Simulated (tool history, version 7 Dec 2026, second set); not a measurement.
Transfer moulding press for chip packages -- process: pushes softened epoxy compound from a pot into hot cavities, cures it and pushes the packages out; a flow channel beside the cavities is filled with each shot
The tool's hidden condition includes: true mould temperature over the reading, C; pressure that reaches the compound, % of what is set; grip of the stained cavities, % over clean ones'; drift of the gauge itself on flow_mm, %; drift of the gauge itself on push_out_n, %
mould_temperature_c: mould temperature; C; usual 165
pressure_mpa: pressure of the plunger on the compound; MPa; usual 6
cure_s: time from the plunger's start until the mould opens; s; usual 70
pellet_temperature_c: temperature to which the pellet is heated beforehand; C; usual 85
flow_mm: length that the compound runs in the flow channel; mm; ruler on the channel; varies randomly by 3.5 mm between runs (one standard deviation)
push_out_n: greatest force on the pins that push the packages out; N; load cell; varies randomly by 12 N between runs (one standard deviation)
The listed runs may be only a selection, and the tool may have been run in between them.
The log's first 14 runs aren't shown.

| run | hour | mould_temperature_c | pressure_mpa | cure_s | pellet_temperature_c | hours of work since the mould's thermocouples were calibrated | shots since the plunger's rings were changed | shots since the cavities were cleaned | incoming compound's hours out of the cold store | flow_mm | push_out_n |
|---|---|---|---|---|---|---|---|---|---|---|---|
|  | 115.7 | plunger's sealing rings changed |
| 15 | 121.8 | 165 | 6 | 70 | 85 | 219 | 91 | 115 | 11.2 | 1046 | 589 |
| 16 | 127.6 | 163 | 6 | 61 | 85 | 222 | 178 | 202 | 47.1 | 882 | 782 |
| 17 | 137.2 | 163 | 6 | 61 | 85 | 227 | 320 | 344 | 46.1 | 881 | 793 |
| 18 | 147.1 | 169 | 6 | 84 | 88 | 233 | 469 | 493 | 11 | 1036 | 426 |
| 19 | 157.1 | 160 | 6 | 84 | 88 | 239 | 618 | 642 | 16.5 | 1044 | 569 |
| 20 | 166 | 164 | 6 | 54 | 88 | 244 | 752 | 776 | 43.1 | 894 | 1002 |
| 21 | 174.2 | 164 | 6 | 54 | 88 | 248 | 874 | 898 | 38.4 | 910 | 997 |
| 22 | 180.1 | 164 | 6 | 54 | 88 | 252 | 962 | 986 | 11.8 | 1047 | 1193 |
|  | 187.6 | cavities cleaned with cleaning compound and waxed |
| 23 | 188.9 | 164 | 6 | 54 | 88 | 256 | 1072 | 19 | 30.6 | 951 | 1056 |
| 24 | 197.5 | 171 | 6 | 54 | 88 | 261 | 1201 | 148 | 12.9 | 1019 | 663 |
| 25 | 202.4 | 164 | 6 | 69 | 85 | 264 | 1274 | 221 | 43.9 | 893 | 596 |
| 26 | 213.3 | 167 | 6 | 69 | 92 | 270 | 1437 | 384 | 34.2 | 925 | 508 |
| 27 | 218.4 | 159 | 5.44 | 70 | 85 | 273 | 1513 | 460 | 32.2 | 921 | 817 |
| 28 | 225.8 | 166 | 5.36 | 70 | 85 | 277 | 1624 | 571 | 25.4 | 909 | 539 |
| 29 | 236.8 | 166 | 5.36 | 70 | 85 | 283 | 1789 | 736 | 23.7 | 924 | 540 |

Estimate the outcome of run 30 from the log above:
| 30 | 248 | 165 | 4.63 | 70 | 85 | 289 | 1956 | 903 | 12.7 | ? | ? |

flow_mm: 911 mm
push_out_n: 584 N
On a tool with no hidden condition, and with the same random variation, this run would have come out at flow_mm 912 mm, push_out_n 573 N.
